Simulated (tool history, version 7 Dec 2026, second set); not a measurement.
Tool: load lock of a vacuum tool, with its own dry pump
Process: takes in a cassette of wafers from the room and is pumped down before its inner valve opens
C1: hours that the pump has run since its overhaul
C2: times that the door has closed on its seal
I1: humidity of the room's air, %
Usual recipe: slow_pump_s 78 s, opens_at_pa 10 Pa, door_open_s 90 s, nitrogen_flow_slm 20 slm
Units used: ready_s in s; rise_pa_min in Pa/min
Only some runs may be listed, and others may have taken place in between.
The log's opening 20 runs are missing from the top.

Run 21, hour 5908.7: usual settings but opens_at_pa 15 Pa, door_open_s 76 s, nitrogen_flow_slm 19 slm; C1 2079; C2 61749; I1 43.7. Result: ready_s 127.6 s, rise_pa_min 0.398 Pa/min.
Run 22, hour 6319.4: usual settings but door_open_s 123 s; C1 2490; C2 63326; I1 41.2. Result: ready_s 130.6 s, rise_pa_min 0.423 Pa/min.
Run 23, hour 6603.4: usual settings but door_open_s 49 s; C1 2774; C2 64417; I1 43.1. Result: ready_s 129.0 s, rise_pa_min 0.429 Pa/min.
Run 24, hour 6899.1: usual settings but opens_at_pa 17 Pa, door_open_s 38 s; C1 3069; C2 65553; I1 46.9. Result: ready_s 126.2 s, rise_pa_min 0.435 Pa/min.
Run 25, hour 7247.1: usual settings but slow_pump_s 71 s, door_open_s 87 s, nitrogen_flow_slm 10 slm; C1 3417; C2 66890; I1 44.8. Result: ready_s 124.4 s, rise_pa_min 0.464 Pa/min.
Run 26, hour 7630.7: usual settings but slow_pump_s 71 s, opens_at_pa 11 Pa, door_open_s 87 s, nitrogen_flow_slm 10 slm; C1 3801; C2 68364; I1 44.3. Result: ready_s 125.1 s, rise_pa_min 0.472 Pa/min.
Run 27, hour 8005.0: usual settings but slow_pump_s 128 s, opens_at_pa 9 Pa, door_open_s 49 s; C1 4175; C2 69801; I1 42.8. Result: ready_s 174.4 s, rise_pa_min 0.471 Pa/min.
Run 28, hour 8236.2: usual settings but slow_pump_s 128 s, opens_at_pa 9 Pa, door_open_s 49 s; C1 4406; C2 70690; I1 43.3. Result: ready_s 171.9 s, rise_pa_min 0.493 Pa/min.
Run 29, hour 8617.3: usual settings but slow_pump_s 128 s, opens_at_pa 9 Pa, door_open_s 49 s; C1 4788; C2 72154; I1 44.9. Result: ready_s 175.6 s, rise_pa_min 0.502 Pa/min.
Run 30, hour 8854.3: usual settings but slow_pump_s 128 s, opens_at_pa 9 Pa, door_open_s 49 s; C1 5025; C2 73064; I1 44.4. Result: ready_s 176.2 s, rise_pa_min 0.507 Pa/min.
At hour 9206.0: door's seal changed, seat wiped.
Run 31, hour 9206.0: usual settings but slow_pump_s 97 s, opens_at_pa 11 Pa, door_open_s 206 s, nitrogen_flow_slm 14 slm; C1 5375; C2 0; I1 47.2. Result: ready_s 146.8 s, rise_pa_min 0.045 Pa/min.
Run 32, hour 9493.3: usual settings but slow_pump_s 97 s, opens_at_pa 11 Pa, door_open_s 206 s, nitrogen_flow_slm 14 slm; C1 5662; C2 1104; I1 42.5. Result: ready_s 148.6 s, rise_pa_min 0.050 Pa/min.
Run 33, hour 9691.3: usual settings but slow_pump_s 146 s, nitrogen_flow_slm 9 slm; C1 5860; C2 1865; I1 46.2. Result: ready_s 191.2 s, rise_pa_min 0.041 Pa/min.
Run 34, hour 10065.3: usual settings but slow_pump_s 146 s, nitrogen_flow_slm 9 slm; C1 6234; C2 3301; I1 45.4. Result: ready_s 192.5 s, rise_pa_min 0.042 Pa/min.
Run 35, hour 10469.9: usual settings but slow_pump_s 89 s, nitrogen_flow_slm 5 slm; C1 6639; C2 4856; I1 41.2. Result: ready_s 141.5 s, rise_pa_min 0.046 Pa/min.
Run 36, hour 10698.4: usual settings but door_open_s 125 s, nitrogen_flow_slm 10 slm; C1 6867; C2 5733; I1 46.1. Result: ready_s 132.9 s, rise_pa_min 0.049 Pa/min.

Each row is a separate what-if for the run after 36, all from the same tool condition, not one after another. Results?
Run A, hour 11096.6: usual settings but slow_pump_s 71 s, door_open_s 180 s, nitrogen_flow_slm 7 slm; C1 7265; C2 7263; I1 45.4. Result: ready_s ?, rise_pa_min ?.
Run B, hour 11096.6: usual settings but opens_at_pa 8 Pa, door_open_s 190 s, nitrogen_flow_slm 10 slm; C1 7265; C2 7263; I1 46.6. Result: ready_s ?, rise_pa_min ?.
Run C, hour 11096.6: usual settings but nitrogen_flow_slm 19 slm; C1 7265; C2 7263; I1 47.6. Result: ready_s ?, rise_pa_min ?.
Run D, hour 11096.6: usual settings but opens_at_pa 15 Pa, door_open_s 125 s, nitrogen_flow_slm 11 slm; C1 7265; C2 7263; I1 44.9. Result: ready_s ?, rise_pa_min ?.
Run E, hour 11096.6: usual settings but slow_pump_s 154 s, opens_at_pa 8 Pa, nitrogen_flow_slm 7 slm; C1 7265; C2 7263; I1 48.2. Result: ready_s ?, rise_pa_min ?.

run  ready_s  rise_pa_min
  A    126.5        0.066
  B    133.2        0.069
  C    132.5        0.047
  D    129.4        0.058
  E    200.2        0.057
Stripped of hidden state, with their random variation kept, the same runs would have yielded:
run  ready_s  rise_pa_min
  A    122.2        0.050
  B    128.7        0.052
  C    128.2        0.030
  D    125.4        0.041
  E    196.5        0.040
